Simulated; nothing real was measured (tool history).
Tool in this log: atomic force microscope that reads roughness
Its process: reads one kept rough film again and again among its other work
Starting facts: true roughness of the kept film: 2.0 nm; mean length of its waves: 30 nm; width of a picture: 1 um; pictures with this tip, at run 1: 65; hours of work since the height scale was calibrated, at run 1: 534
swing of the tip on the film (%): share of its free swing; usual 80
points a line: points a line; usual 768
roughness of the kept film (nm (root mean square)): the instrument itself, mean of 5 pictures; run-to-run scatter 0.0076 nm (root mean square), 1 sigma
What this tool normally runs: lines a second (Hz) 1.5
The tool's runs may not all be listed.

run	hour	lines a second (Hz)	swing of the tip on the film (%)	points a line	pictures with this tip	hours of work since the height scale was calibrated	roughness of the kept film (nm (root mean square))
1	0	1.5	80	768	65	534	1.497
2	51.6	1.83	80	768	116	562	1.359
# hour 90.3: new tip fitted
3	96.4	2.6	80	768	6	587	1.421
4	168.1	1.5	80	413	77	626	1.452
5	229.1	1.5	80	413	137	660	1.348
# hour 248.4: new tip fitted
6	277.6	1.5	80	413	29	687	1.521
7	345.1	0.53	80	768	95	724	1.567
# hour 404.5: new tip fitted
8	406	0.53	80	768	1	757	1.75
9	441.3	0.53	80	691	36	777	1.686
10	482.4	1.5	80	927	77	800	1.458
11	531.8	1.5	80	285	125	827	1.374
# hour 562.2: new tip fitted
12	576.5	1.5	80	285	14	851	1.555
13	611.5	1.5	80	449	49	871	1.482
14	674.6	1.62	80	768	111	906	1.385
15	712.3	1.62	80	768	148	927	1.313
# hour 718.5: new tip fitted
16	783.2	1.5	80	821	64	966	1.464
17	832.9	1.5	64	821	113	993	1.503
# hour 871.1: new tip fitted
18	903.8	1.5	64	821	32	1032	1.66
19	964	1.5	64	821	92	1065	1.557
20	1017.6	1.5	64	821	145	1095	1.459
# hour 1027.8: new tip fitted
21	1049.3	1.5	57	768	22	1112	1.737
22	1104.2	1.5	57	768	76	1143	1.625
23	1151.3	0.72	80	658	123	1169	1.479
# hour 1170.3: height scale calibrated on a step standard
# hour 1181.4: new tip fitted
24	1203.9	0.72	89	684	22	18	1.621
25	1256.9	0.72	86	307	74	48	1.522
26	1324.8	0.76	83	498	141	85	1.436
# hour 1334.1: new tip fitted
27	1358	0.76	83	498	24	103	1.658
28	1427.4	0.76	83	498	92	142	1.512
# hour 1487.1: new tip fitted
29	1487.1	1.5	83	319	0	175	1.557
30	1543.7	1.5	83	319	56	206	1.462
31	1602.9	0.54	67	832	114	239	1.603
# hour 1643.8: new tip fitted
32	1645.5	0.54	67	832	2	262	1.814
33	1678.7	0.58	67	832	35	280	1.712
34	1730.9	1.5	72	982	86	309	1.507
35	1791.3	1.5	72	982	146	343	1.407
# hour 1795.7: new tip fitted
36	1864.8	0.93	85	768	68	383	1.524
37	1910.6	1.5	60	768	113	408	1.548
# hour 1949.4: new tip fitted
38	1966.1	1.5	89	485	16	439	1.456
39	2008.8	0.53	62	443	59	462	1.719
40	2057.7	0.86	56	521	107	489	1.614
# hour 2103.3: new tip fitted
41	2104.1	0.86	56	996	0	515	1.821
42	2154.5	0.55	68	994	50	543	1.697
43	2223.1	0.73	60	994	118	581	1.575

For some of the steps in roughness of the kept film (nm (root mean square)) from one run to the next: how much would appear even if the tool had no hidden state, given the settings, what came in and random variation, and how much remains for the hidden state plus any gauge scatter that the measured result and the result without hidden state don't share?
What the log doesn't record here: radius of the tip, nm; height scale over the true one, %; drift of the gauge itself on roughness_nm, %.
Run 9 -> 10: lines a second (Hz) 0.53 -> 1.5, points a line 691 -> 927. roughness of the kept film (nm (root mean square)) -0.228: hidden state -0.058, all else -0.17.
Run 20 -> 21: swing of the tip on the film (%) 64 -> 57, points a line 821 -> 768, new tip fitted. roughness of the kept film (nm (root mean square)) +0.278: hidden state +0.208, all else +0.07.
Run 26 -> 27: new tip fitted. roughness of the kept film (nm (root mean square)) +0.222: hidden state +0.227, all else -0.005.
Run 31 -> 32: new tip fitted. roughness of the kept film (nm (root mean square)) +0.211: hidden state +0.206, all else +0.005.
Run 38 -> 39: lines a second (Hz) 1.5 -> 0.53, swing of the tip on the film (%) 89 -> 62, points a line 485 -> 443. roughness of the kept film (nm (root mean square)) +0.263: hidden state -0.091, all else +0.354.
